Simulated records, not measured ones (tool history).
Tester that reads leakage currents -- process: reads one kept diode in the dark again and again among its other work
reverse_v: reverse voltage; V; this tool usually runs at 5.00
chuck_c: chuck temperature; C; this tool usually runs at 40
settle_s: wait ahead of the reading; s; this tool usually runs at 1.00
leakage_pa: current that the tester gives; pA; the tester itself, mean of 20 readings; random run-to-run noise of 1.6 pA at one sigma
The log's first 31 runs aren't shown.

run   hour  reverse_v  chuck_c  settle_s  hours of work since the probe card was cleaned  hours of work since the tester was calibrated  hours of work since the chuck was calibrated  leakage_pa
 32  695.1       2.97       49      0.60                                            2420                                            779                                          1695      697.64
 33  711.2       2.97       49      0.60                                            2427                                            786                                          1702      697.23
 34  728.7       5.00       32      1.00                                            2434                                            793                                          1709      258.91
 35  741.9       5.00       24      1.00                                            2440                                            799                                          1715      136.67
 36  757.0      10.67       24      2.12                                            2446                                            806                                          1722      207.60
 37  781.2      10.67       24      2.12                                            2457                                            816                                          1732      207.29
 38  797.2      10.67       24      2.12                                            2464                                            823                                          1739      208.20
 39  811.3       1.08       36      3.45                                            2470                                            829                                          1745      151.70

Consider 3 possible next runs. They are alternatives, not a sequence: every one starts from the tool as it was left by run 39. What does each give?
  A  836.4       5.00       49      1.00                                            2481                                            840                                          1756           ?
  B  836.4       5.00       58      1.12                                            2481                                            840                                          1756           ?
  C  836.4       5.94       36      8.39                                            2481                                            840                                          1756           ?

run  leakage_pa
  A      922.52
  B     1725.97
  C      383.61
Stripped of hidden state, with their random variation kept, the same runs would have yielded:
run  leakage_pa
  A     1041.10
  B     1938.68
  C      434.35
